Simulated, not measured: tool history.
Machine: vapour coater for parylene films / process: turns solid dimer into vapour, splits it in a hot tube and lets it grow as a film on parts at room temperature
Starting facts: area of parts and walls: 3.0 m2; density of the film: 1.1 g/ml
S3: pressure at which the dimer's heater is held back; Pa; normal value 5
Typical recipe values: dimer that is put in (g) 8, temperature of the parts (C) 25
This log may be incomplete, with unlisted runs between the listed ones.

{"run": 1, "hour": 0.0, "dimer that is put in (g)": 8, "temperature of the parts (C)": 25, "S3": 5, "thickness of the film (nm)": 1720}
{"run": 2, "hour": 37.8, "dimer that is put in (g)": 8, "temperature of the parts (C)": 25, "S3": 5, "thickness of the film (nm)": 1740}
{"run": 3, "hour": 59.1, "dimer that is put in (g)": 8, "temperature of the parts (C)": 20, "S3": 5, "thickness of the film (nm)": 1930}
{"run": 4, "hour": 88.4, "dimer that is put in (g)": 8, "temperature of the parts (C)": 25, "S3": 5, "thickness of the film (nm)": 1720}
{"run": 5, "hour": 105.7, "dimer that is put in (g)": 8, "temperature of the parts (C)": 22, "S3": 5, "thickness of the film (nm)": 1820}
{"run": 6, "hour": 140.0, "dimer that is put in (g)": 5, "temperature of the parts (C)": 25, "S3": 5, "thickness of the film (nm)": 1050}
{"run": 7, "hour": 164.1, "dimer that is put in (g)": 5, "temperature of the parts (C)": 25, "S3": 5, "thickness of the film (nm)": 1050}
{"run": 8, "hour": 196.1, "dimer that is put in (g)": 5, "temperature of the parts (C)": 25, "S3": 5, "thickness of the film (nm)": 1010}
{"run": 9, "hour": 227.8, "dimer that is put in (g)": 5, "temperature of the parts (C)": 25, "S3": 5, "thickness of the film (nm)": 1030}
{"run": 10, "hour": 255.3, "dimer that is put in (g)": 8, "temperature of the parts (C)": 31, "S3": 10.29, "thickness of the film (nm)": 1280}
{"hour": 274.2, "done": "trap's valve overhauled"}
{"run": 11, "hour": 287.1, "dimer that is put in (g)": 10, "temperature of the parts (C)": 30, "S3": 5, "thickness of the film (nm)": 1970}
{"run": 12, "hour": 307.9, "dimer that is put in (g)": 6, "temperature of the parts (C)": 30, "S3": 11.73, "thickness of the film (nm)": 1120}
{"run": 13, "hour": 326.0, "dimer that is put in (g)": 11, "temperature of the parts (C)": 30, "S3": 11.44, "thickness of the film (nm)": 1980}
{"run": 14, "hour": 342.6, "dimer that is put in (g)": 11, "temperature of the parts (C)": 30, "S3": 11.44, "thickness of the film (nm)": 2010}
{"run": 15, "hour": 367.3, "dimer that is put in (g)": 8, "temperature of the parts (C)": 21, "S3": 5, "thickness of the film (nm)": 1950}
{"run": 16, "hour": 395.8, "dimer that is put in (g)": 4, "temperature of the parts (C)": 20, "S3": 10.51, "thickness of the film (nm)": 970}
{"run": 17, "hour": 420.9, "dimer that is put in (g)": 4, "temperature of the parts (C)": 20, "S3": 10.51, "thickness of the film (nm)": 930}

How would selected steps in thickness of the film (nm) from run to run divide? Give the signed amount a tool lacking its hidden state would still show from settings, what came in and random variation, and the signed amount left for the hidden state, including any gauge scatter that is not in both of the compared results.
Hidden conditions of the tool in this case: vapour lost through the trap's worn valve, %; true temperature of the parts over the reading, C; drift of the gauge itself on film_um, %.
Run 10 -> 11: dimer that is put in (g) 8 -> 10, temperature of the parts (C) 31 -> 30, S3 10.29 -> 5, trap's valve overhauled. thickness of the film (nm) +690: hidden state +160, all else +530.
Run 15 -> 16: dimer that is put in (g) 8 -> 4, temperature of the parts (C) 21 -> 20, S3 5 -> 10.51. thickness of the film (nm) -980: hidden state +30, all else -1010.

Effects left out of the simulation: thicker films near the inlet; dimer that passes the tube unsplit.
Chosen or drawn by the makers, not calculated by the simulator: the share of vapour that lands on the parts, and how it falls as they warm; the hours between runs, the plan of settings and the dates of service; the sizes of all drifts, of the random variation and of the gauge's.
